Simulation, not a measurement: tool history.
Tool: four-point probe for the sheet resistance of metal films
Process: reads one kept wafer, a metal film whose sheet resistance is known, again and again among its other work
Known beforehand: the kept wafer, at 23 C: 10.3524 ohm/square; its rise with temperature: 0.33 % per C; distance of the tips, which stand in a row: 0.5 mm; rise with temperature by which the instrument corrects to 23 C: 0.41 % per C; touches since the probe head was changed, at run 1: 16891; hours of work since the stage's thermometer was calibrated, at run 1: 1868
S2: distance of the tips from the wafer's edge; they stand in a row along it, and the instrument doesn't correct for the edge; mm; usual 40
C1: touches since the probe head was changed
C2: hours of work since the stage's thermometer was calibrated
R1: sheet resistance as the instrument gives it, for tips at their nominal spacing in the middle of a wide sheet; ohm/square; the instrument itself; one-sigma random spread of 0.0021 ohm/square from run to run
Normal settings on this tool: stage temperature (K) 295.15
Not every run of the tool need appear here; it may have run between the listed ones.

Run 1, hour 0: usual settings; C1 16891; C2 1868. Result: R1 10.357734 ohm/square.
Run 2, hour 114.8: usual settings; C1 22426; C2 1937. Result: R1 10.361338 ohm/square.
Run 3, hour 214.9: usual settings; C1 27253; C2 1997. Result: R1 10.360566 ohm/square.
Run 4, hour 270.1: usual settings but S2 32 mm; C1 29916; C2 2030. Result: R1 10.362976 ohm/square.
Run 5, hour 334.2: usual settings but S2 32 mm; C1 33005; C2 2069. Result: R1 10.365163 ohm/square.
Run 6, hour 391.2: usual settings; C1 35752; C2 2103. Result: R1 10.357631 ohm/square.
Run 7, hour 455.9: usual settings but S2 9 mm; C1 38873; C2 2142. Result: R1 10.38016 ohm/square.
At hour 523.2: stage's thermometer calibrated.
Run 8, hour 556.1: usual settings but S2 9 mm; C1 43678; C2 20. Result: R1 10.373784 ohm/square.
Run 9, hour 607.8: usual settings but stage temperature (K) 304.15, S2 9 mm; C1 46171; C2 51. Result: R1 10.306192 ohm/square.
Run 10, hour 696.7: usual settings but stage temperature (K) 304.15, S2 9 mm; C1 50457; C2 104. Result: R1 10.304734 ohm/square.
Run 11, hour 779.5: usual settings but stage temperature (K) 304.15, S2 20 mm; C1 54452; C2 154. Result: R1 10.297844 ohm/square.
Run 12, hour 876.5: usual settings; C1 59124; C2 213. Result: R1 10.364703 ohm/square.
Run 13, hour 935.5: usual settings but stage temperature (K) 306.15, S2 30 mm; C1 61969; C2 248. Result: R1 10.269965 ohm/square.
Run 14, hour 1002.1: usual settings but stage temperature (K) 298.15, S2 29 mm; C1 65181; C2 288. Result: R1 10.340269 ohm/square.
Run 15, hour 1120.4: usual settings but stage temperature (K) 292.15; C1 70885; C2 360. Result: R1 10.391008 ohm/square.
Run 16, hour 1207.1: usual settings but stage temperature (K) 304.15, S2 7 mm; C1 75067; C2 412. Result: R1 10.316307 ohm/square.
Run 17, hour 1295: usual settings but stage temperature (K) 291.15, S2 8 mm; C1 79302; C2 465. Result: R1 10.416432 ohm/square.
Run 18, hour 1344.2: usual settings but stage temperature (K) 291.15, S2 8 mm; C1 81677; C2 494. Result: R1 10.418078 ohm/square.
Run 19, hour 1400.5: usual settings but stage temperature (K) 291.15, S2 8 mm; C1 84392; C2 528. Result: R1 10.416605 ohm/square.
Run 20, hour 1518.4: usual settings but S2 23 mm; C1 90077; C2 599. Result: R1 10.36373 ohm/square.
Run 21, hour 1631.1: usual settings but stage temperature (K) 305.15, S2 55 mm; C1 95507; C2 667. Result: R1 10.283768 ohm/square.
Run 22, hour 1681.3: usual settings but stage temperature (K) 305.15, S2 55 mm; C1 97928; C2 697. Result: R1 10.280729 ohm/square.
Run 23, hour 1752.1: usual settings but stage temperature (K) 305.15, S2 55 mm; C1 101343; C2 740. Result: R1 10.276753 ohm/square.

Alternative continuations, all from the tool just after run 23; predict every row:
Run A, hour 1845.4: usual settings but stage temperature (K) 299.15, S2 9 mm; C1 105838; C2 796. Result: R1 ?.
Run B, hour 1845.4: usual settings but stage temperature (K) 291.15, S2 28 mm; C1 105838; C2 796. Result: R1 ?.
Run C, hour 1845.4: usual settings but stage temperature (K) 305.15, S2 28 mm; C1 105838; C2 796. Result: R1 ?.

run         R1
  A  10.343103
  B  10.398766
  C  10.279426
Had the tool no hidden state, the same runs would have come out as:
run         R1
  A  10.343401
  B  10.399063
  C  10.279723
